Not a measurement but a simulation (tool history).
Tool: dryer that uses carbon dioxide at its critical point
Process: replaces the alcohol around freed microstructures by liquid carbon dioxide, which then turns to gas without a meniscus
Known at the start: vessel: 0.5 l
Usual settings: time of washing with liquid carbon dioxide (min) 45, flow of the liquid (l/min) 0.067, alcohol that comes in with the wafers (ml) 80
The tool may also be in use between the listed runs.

run,hour,time of washing with liquid carbon dioxide (min),flow of the liquid (l/min),alcohol that comes in with the wafers (ml),alcohol left in the vessel before it's heated (ppm by volume)
1,0,45,0.067,80,2866
2,9,45,0.067,107,3883
3,24.5,45,0.067,107,3995
4,37.6,45,0.067,107,3980
# hour 40.8: inlet filter changed
5,51.3,45,0.067,107,3086
6,62.5,45,0.067,80,2375
7,78.1,45,0.067,80,2350
8,90.4,45,0.1029,80,229
9,105.6,45,0.067,43,1339
10,118.5,45,0.067,43,1360
11,125.3,66,0.067,80,376
12,138.9,66,0.067,80,381
13,153.1,57,0.067,80,838
14,166.2,57,0.067,80,864
15,173.9,57,0.067,80,843
16,189,37,0.067,80,5589
17,197,37,0.067,80,5332
18,212.9,65,0.078,36,102

Run 19 comes next. What will it give?
19,224.8,65,0.078,36,?

{"run 19": {"alcohol left in the vessel before it's heated (ppm by volume)": 100}}
Without the tool's hidden state the same run would have given alcohol left in the vessel before it's heated (ppm by volume) 59.
